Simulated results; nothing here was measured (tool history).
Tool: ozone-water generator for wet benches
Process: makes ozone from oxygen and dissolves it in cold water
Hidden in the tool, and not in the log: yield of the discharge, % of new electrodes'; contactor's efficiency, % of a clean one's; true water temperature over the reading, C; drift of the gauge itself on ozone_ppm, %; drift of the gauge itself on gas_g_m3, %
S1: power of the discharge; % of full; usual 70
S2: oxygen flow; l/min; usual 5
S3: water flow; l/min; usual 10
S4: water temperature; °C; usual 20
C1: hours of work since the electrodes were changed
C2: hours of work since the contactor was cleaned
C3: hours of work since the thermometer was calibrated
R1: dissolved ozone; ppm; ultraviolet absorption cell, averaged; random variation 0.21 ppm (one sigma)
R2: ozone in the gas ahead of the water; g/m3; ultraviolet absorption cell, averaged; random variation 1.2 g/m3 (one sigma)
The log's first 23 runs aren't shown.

run    hour  S1    S2  S3  S4    C1    C2    C3    R1     R2
 24   925.1  94     5   7  20   836  4309  3762    43  265.4
 25   982.8  66     5  10  20   872  4345  3797  29.7  216.1
 26  1034.2  76     5  10  14   903  4377  3829  36.1    235
 27  1091.2  76     5  10  14   939  4412  3865  36.1    234
 28  1151.2  76     5  13  24   976  4449  3902  25.7  233.3
 29  1205.6  92  4.06  10  17  1009  4483  3935  37.4  283.3
 30  1264.8  53  4.23  10  21  1046  4519  3972  25.4  205.1
 31  1318.8  62  8.97  15  12  1079  4553  4005    27  164.2
 32  1377.8  62  8.97  15  12  1116  4589  4042  26.6  164.9

Forecast each of these 5 alternatives for the next run:
  A  1411.7  51  3.28  14  20  1137  4610  4063   ?   ?
  B  1411.7  70     5  10  20  1137  4610  4063   ?   ?
  C  1411.7  51  8.26   9  12  1137  4610  4063   ?   ?
  D  1411.7  70     5  10  23  1137  4610  4063   ?   ?
  E  1411.7  65  8.97  15  12  1137  4610  4063   ?   ?

run    R1     R2
  A  20.1  221.6
  B  30.6  222.8
  C  30.6  152.3
  D  28.8  222.6
  E    27  168.6
Without the tool's hidden state the same runs would have given:
run    R1     R2
  A  20.8  222.5
  B  31.7  223.8
  C  31.6  152.9
  D  29.7  223.7
  E    28  169.3
